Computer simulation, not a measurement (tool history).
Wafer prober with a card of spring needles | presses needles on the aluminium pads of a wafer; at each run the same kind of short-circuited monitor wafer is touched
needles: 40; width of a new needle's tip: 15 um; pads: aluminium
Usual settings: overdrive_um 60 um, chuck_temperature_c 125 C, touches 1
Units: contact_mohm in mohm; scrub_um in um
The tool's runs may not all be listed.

| run | hour | overdrive_um | chuck_temperature_c | touches | contact_mohm | scrub_um |
|---|---|---|---|---|---|---|
| 1 | 0.0 | 60 | 125 | 1 | 230 | 7.05 |
|  | 1.0 | tips cleaned on abrasive film |
|  | 4.0 | height of the first contact set anew |
|  | 5.0 | tips cleaned on abrasive film |
|  | 9.7 | tips cleaned on abrasive film |
|  | 13.4 | tips cleaned on abrasive film |
|  | 18.0 | tips cleaned on abrasive film |
|  | 21.8 | tips cleaned on abrasive film |
|  | 25.5 | tips cleaned on abrasive film |
| 2 | 27.5 | 60 | 125 | 1 | 224 | 7.41 |
|  | 29.5 | tips cleaned on abrasive film |
|  | 33.2 | tips cleaned on abrasive film |
|  | 37.8 | tips cleaned on abrasive film |
| 3 | 40.1 | 61 | 125 | 1 | 224 | 7.53 |
|  | 42.0 | tips cleaned on abrasive film |
|  | 46.7 | tips cleaned on abrasive film |
|  | 50.4 | tips cleaned on abrasive film |
|  | 55.0 | tips cleaned on abrasive film |
| 4 | 56.0 | 61 | 125 | 1 | 216 | 7.48 |
|  | 58.8 | tips cleaned on abrasive film |
|  | 63.5 | tips cleaned on abrasive film |
|  | 67.2 | tips cleaned on abrasive film |
|  | 71.8 | tips cleaned on abrasive film |
|  | 75.6 | tips cleaned on abrasive film |
|  | 80.2 | tips cleaned on abrasive film |
| 5 | 81.8 | 61 | 125 | 1 | 221 | 7.40 |
|  | 84.6 | tips cleaned on abrasive film |
|  | 89.2 | tips cleaned on abrasive film |
|  | 93.8 | tips cleaned on abrasive film |
|  | 98.5 | tips cleaned on abrasive film |
| 6 | 101.2 | 61 | 125 | 1 | 227 | 7.36 |
|  | 103.1 | tips cleaned on abrasive film |
|  | 107.7 | tips cleaned on abrasive film |
|  | 112.3 | tips cleaned on abrasive film |
|  | 117.0 | tips cleaned on abrasive film |
|  | 121.6 | tips cleaned on abrasive film |
|  | 126.3 | tips cleaned on abrasive film |
| 7 | 127.2 | 60 | 125 | 1 | 215 | 7.17 |
|  | 130.9 | tips cleaned on abrasive film |
|  | 135.5 | tips cleaned on abrasive film |
|  | 140.2 | tips cleaned on abrasive film |
|  | 144.8 | tips cleaned on abrasive film |
|  | 148.5 | tips cleaned on abrasive film |
|  | 153.2 | tips cleaned on abrasive film |
|  | 155.1 | tips cleaned on abrasive film, once more |
| 8 | 156.2 | 60 | 125 | 1 | 218 | 7.10 |
|  | 159.1 | tips cleaned on abrasive film |
|  | 163.7 | tips cleaned on abrasive film |
|  | 168.3 | tips cleaned on abrasive film |
|  | 172.1 | tips cleaned on abrasive film |
|  | 176.3 | tips cleaned on abrasive film |
| 9 | 176.3 | 60 | 125 | 2 | 203 | 7.07 |
|  | 180.9 | tips cleaned on abrasive film |
|  | 184.6 | tips cleaned on abrasive film |
|  | 189.3 | tips cleaned on abrasive film |
|  | 193.0 | tips cleaned on abrasive film |
|  | 197.6 | tips cleaned on abrasive film |
| 10 | 200.0 | 60 | 125 | 1 | 232 | 7.01 |
|  | 201.9 | tips cleaned on abrasive film |
|  | 205.6 | tips cleaned on abrasive film |
|  | 209.6 | height of the first contact set anew |
|  | 210.6 | tips cleaned on abrasive film |
|  | 215.2 | tips cleaned on abrasive film |
| 11 | 218.7 | 60 | 125 | 1 | 242 | 7.49 |
|  | 219.7 | tips cleaned on abrasive film |
|  | 224.4 | tips cleaned on abrasive film |
|  | 228.1 | tips cleaned on abrasive film |
| 12 | 231.5 | 60 | 125 | 1 | 238 | 7.44 |
|  | 232.5 | tips cleaned on abrasive film |
|  | 236.2 | tips cleaned on abrasive film |
|  | 239.9 | tips cleaned on abrasive film |
|  | 244.6 | tips cleaned on abrasive film |
|  | 249.2 | tips cleaned on abrasive film |
|  | 252.9 | tips cleaned on abrasive film |
| 13 | 253.6 | 60 | 125 | 2 | 206 | 7.37 |
|  | 257.3 | tips cleaned on abrasive film |
|  | 261.9 | tips cleaned on abrasive film |
|  | 266.6 | tips cleaned on abrasive film |
|  | 271.2 | tips cleaned on abrasive film |
|  | 274.9 | tips cleaned on abrasive film |
|  | 279.6 | tips cleaned on abrasive film |
| 14 | 282.9 | 57 | 49 | 1 | 240 | 6.93 |
|  | 283.9 | tips cleaned on abrasive film |
|  | 287.6 | tips cleaned on abrasive film |
|  | 292.3 | tips cleaned on abrasive film |
|  | 296.9 | tips cleaned on abrasive film |
|  | 301.1 | tips cleaned on abrasive film |
| 15 | 301.1 | 57 | 49 | 1 | 195 | 6.89 |
|  | 305.8 | tips cleaned on abrasive film |
|  | 309.5 | tips cleaned on abrasive film |
|  | 314.1 | tips cleaned on abrasive film |
|  | 317.9 | tips cleaned on abrasive film |
|  | 322.5 | tips cleaned on abrasive film |
| 16 | 323.0 | 57 | 49 | 1 | 204 | 6.84 |
|  | 326.8 | tips cleaned on abrasive film |
|  | 331.4 | tips cleaned on abrasive film |
|  | 336.0 | tips cleaned on abrasive film |
|  | 339.8 | tips cleaned on abrasive film |
|  | 344.0 | tips cleaned on abrasive film |
| 17 | 344.0 | 49 | 34 | 2 | 193 | 5.74 |
|  | 347.8 | tips cleaned on abrasive film |
|  | 351.5 | tips cleaned on abrasive film |
|  | 356.1 | tips cleaned on abrasive film |
| 18 | 357.8 | 60 | 125 | 1 | 229 | 7.13 |
|  | 360.6 | tips cleaned on abrasive film |
|  | 365.3 | tips cleaned on abrasive film |
|  | 369.0 | tips cleaned on abrasive film |
|  | 373.6 | tips cleaned on abrasive film |
|  | 378.3 | tips cleaned on abrasive film |
|  | 382.4 | tips cleaned on abrasive film |
| 19 | 382.4 | 60 | 125 | 1 | 205 | 7.08 |
|  | 387.0 | tips cleaned on abrasive film |
|  | 391.7 | tips cleaned on abrasive film |
|  | 396.3 | tips cleaned on abrasive film |
|  | 400.0 | tips cleaned on abrasive film |
|  | 403.8 | tips cleaned on abrasive film |
| 20 | 403.8 | 79 | 48 | 3 | 183 | 9.39 |
|  | 408.5 | tips cleaned on abrasive film |
|  | 412.2 | tips cleaned on abrasive film |
|  | 415.2 | height of the first contact set anew |
|  | 416.4 | tips cleaned on abrasive film |
| 21 | 416.4 | 79 | 48 | 3 | 184 | 9.89 |
|  | 421.0 | tips cleaned on abrasive film |
|  | 425.6 | tips cleaned on abrasive film |
|  | 430.3 | tips cleaned on abrasive film |
|  | 434.6 | tips cleaned on abrasive film |
| 22 | 434.6 | 79 | 48 | 3 | 181 | 9.84 |
|  | 439.2 | tips cleaned on abrasive film |
|  | 442.9 | tips cleaned on abrasive film |
|  | 447.6 | tips cleaned on abrasive film |
|  | 452.2 | tips cleaned on abrasive film |
|  | 456.8 | tips cleaned on abrasive film |
|  | 461.2 | tips cleaned on abrasive film |
| 23 | 461.2 | 44 | 125 | 2 | 221 | 5.37 |
|  | 464.9 | tips cleaned on abrasive film |
|  | 469.6 | tips cleaned on abrasive film |
|  | 473.3 | tips cleaned on abrasive film |
|  | 477.9 | tips cleaned on abrasive film |
| 24 | 480.8 | 60 | 125 | 1 | 246 | 7.32 |
|  | 481.8 | tips cleaned on abrasive film |
|  | 485.5 | tips cleaned on abrasive film |
|  | 489.2 | tips cleaned on abrasive film |
|  | 493.9 | tips cleaned on abrasive film |
|  | 497.6 | tips cleaned on abrasive film |
| 25 | 499.8 | 53 | 27 | 1 | 229 | 6.41 |

Hidden state or all else? Some run-to-run changes of contact_mohm, split into what the settings, what came in and random variation would give without the hidden state, and what is left for the hidden state (with any gauge scatter that isn't in both results):
The hidden state here: debris on the tips, nm; way that the needles fall short of the set height, um; tips' diameter, um; drift of the gauge itself on contact_mohm, %; drift of the gauge itself on scrub_um, %.
Run 13 -> 14: overdrive_um 60 -> 57, chuck_temperature_c 125 -> 49, touches 2 -> 1, tips cleaned on abrasive film, tips cleaned on abrasive film, tips cleaned on abrasive film, tips cleaned on abrasive film, tips cleaned on abrasive film, tips cleaned on abrasive film. contact_mohm +34 mohm: hidden state +45, all else -11.
Run 14 -> 15: tips cleaned on abrasive film, tips cleaned on abrasive film, tips cleaned on abrasive film, tips cleaned on abrasive film, tips cleaned on abrasive film. contact_mohm -45 mohm: hidden state -46, all else +1.
Run 22 -> 23: overdrive_um 79 -> 44, chuck_temperature_c 48 -> 125, touches 3 -> 2, tips cleaned on abrasive film, tips cleaned on abrasive film, tips cleaned on abrasive film, tips cleaned on abrasive film, tips cleaned on abrasive film, tips cleaned on abrasive film. contact_mohm +40 mohm: hidden state +14, all else +26.
